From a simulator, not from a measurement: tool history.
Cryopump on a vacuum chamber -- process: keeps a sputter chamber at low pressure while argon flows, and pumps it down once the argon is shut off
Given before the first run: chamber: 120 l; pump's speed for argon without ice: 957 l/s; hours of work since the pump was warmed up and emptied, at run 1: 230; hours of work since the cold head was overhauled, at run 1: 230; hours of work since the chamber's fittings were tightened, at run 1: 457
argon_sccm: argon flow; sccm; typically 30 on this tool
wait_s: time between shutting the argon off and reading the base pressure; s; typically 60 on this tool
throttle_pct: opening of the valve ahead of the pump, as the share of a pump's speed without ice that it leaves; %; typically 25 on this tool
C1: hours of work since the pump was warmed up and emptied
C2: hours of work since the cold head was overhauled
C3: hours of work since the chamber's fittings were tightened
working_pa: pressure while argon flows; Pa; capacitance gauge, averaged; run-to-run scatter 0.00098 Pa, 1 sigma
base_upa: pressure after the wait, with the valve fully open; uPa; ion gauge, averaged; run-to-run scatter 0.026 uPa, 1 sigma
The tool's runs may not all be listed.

Run 1, hour 0: usual settings; C1 230; C2 230; C3 457. Result: working_pa 0.2272 Pa, base_upa 1.52 uPa.
Run 2, hour 17.5: usual settings; C1 239; C2 239; C3 466. Result: working_pa 0.2308 Pa, base_upa 1.6 uPa.
Run 3, hour 36.1: usual settings; C1 249; C2 249; C3 476. Result: working_pa 0.2302 Pa, base_upa 1.58 uPa.
Run 4, hour 66.7: usual settings but argon_sccm 33 sccm; C1 265; C2 265; C3 492. Result: working_pa 0.2546 Pa, base_upa 1.64 uPa.
Run 5, hour 87.3: usual settings but argon_sccm 33 sccm; C1 276; C2 276; C3 503. Result: working_pa 0.2567 Pa, base_upa 1.68 uPa.
Run 6, hour 105.6: usual settings; C1 286; C2 286; C3 513. Result: working_pa 0.2318 Pa, base_upa 1.62 uPa.
Run 7, hour 130.1: usual settings but throttle_pct 33 %; C1 299; C2 299; C3 526. Result: working_pa 0.1835 Pa, base_upa 1.69 uPa.
Run 8, hour 146.5: usual settings but throttle_pct 41 %; C1 308; C2 308; C3 535. Result: working_pa 0.152 Pa, base_upa 1.77 uPa.
Run 9, hour 173.1: usual settings but throttle_pct 46 %; C1 322; C2 322; C3 549. Result: working_pa 0.1398 Pa, base_upa 1.72 uPa.
Run 10, hour 187.9: usual settings but throttle_pct 46 %; C1 330; C2 330; C3 557. Result: working_pa 0.1415 Pa, base_upa 1.77 uPa.
Run 11, hour 207.8: usual settings but throttle_pct 46 %; C1 341; C2 341; C3 568. Result: working_pa 0.1412 Pa, base_upa 1.77 uPa.
Run 12, hour 228.1: usual settings but throttle_pct 46 %; C1 351; C2 351; C3 578. Result: working_pa 0.1435 Pa, base_upa 1.78 uPa.
Run 13, hour 243.2: usual settings but wait_s 29 s; C1 360; C2 360; C3 586. Result: working_pa 0.2407 Pa, base_upa 2.73 uPa.
At hour 266.6: pump warmed up, emptied and cooled again.
Run 14, hour 267.6: usual settings but wait_s 223 s, throttle_pct 20 %; C1 1; C2 370; C3 597. Result: working_pa 0.268 Pa, base_upa 0.88 uPa.
Run 15, hour 289.5: usual settings but argon_sccm 44 sccm, wait_s 223 s, throttle_pct 16 %; C1 12; C2 382; C3 608. Result: working_pa 0.4837 Pa, base_upa 0.86 uPa.
Run 16, hour 320.5: usual settings but argon_sccm 44 sccm, wait_s 223 s, throttle_pct 16 %; C1 29; C2 398; C3 625. Result: working_pa 0.4879 Pa, base_upa 0.91 uPa.
Run 17, hour 342.4: usual settings but argon_sccm 44 sccm, wait_s 223 s, throttle_pct 16 %; C1 40; C2 410; C3 637. Result: working_pa 0.4866 Pa, base_upa 0.88 uPa.
Run 18, hour 362.7: usual settings but argon_sccm 18 sccm, wait_s 62 s, throttle_pct 22 %; C1 51; C2 420; C3 647. Result: working_pa 0.1472 Pa, base_upa 1.46 uPa.
Run 19, hour 388.5: usual settings but argon_sccm 55 sccm, wait_s 24 s, throttle_pct 18 %; C1 65; C2 434; C3 661. Result: working_pa 0.5508 Pa, base_upa 2.86 uPa.
Run 20, hour 419.6: usual settings but argon_sccm 50 sccm, wait_s 28 s, throttle_pct 18 %; C1 82; C2 451; C3 678. Result: working_pa 0.5 Pa, base_upa 2.56 uPa.
Run 21, hour 444.7: usual settings but argon_sccm 39 sccm, wait_s 104 s; C1 95; C2 464; C3 691. Result: working_pa 0.2841 Pa, base_upa 1.3 uPa.
Run 22, hour 470.3: usual settings but argon_sccm 39 sccm, wait_s 104 s; C1 109; C2 478; C3 705. Result: working_pa 0.2845 Pa, base_upa 1.27 uPa.
Run 23, hour 495.9: usual settings but argon_sccm 23 sccm; C1 122; C2 491; C3 718. Result: working_pa 0.167 Pa, base_upa 1.6 uPa.

What if the next run were any one of these 4? Each begins from the tool's condition after run 23:
Run A, hour 520.6: usual settings but argon_sccm 23 sccm, throttle_pct 58 %; C1 135; C2 505; C3 732. Result: working_pa ?, base_upa ?.
Run B, hour 520.6: usual settings; C1 135; C2 505; C3 732. Result: working_pa ?, base_upa ?.
Run C, hour 520.6: usual settings but wait_s 22 s; C1 135; C2 505; C3 732. Result: working_pa ?, base_upa ?.
Run D, hour 520.6: usual settings but wait_s 112 s; C1 135; C2 505; C3 732. Result: working_pa ?, base_upa ?.

run  working_pa  base_upa
  A      0.0773       1.6
  B      0.2194       1.6
  C      0.2209      3.12
  D      0.2212      1.33
The same runs, with their run-to-run variation unchanged, on a tool lacking any hidden condition would have given:
run  working_pa  base_upa
  A       0.071      1.11
  B      0.2112      1.11
  C      0.2126      2.62
  D      0.2129      0.82
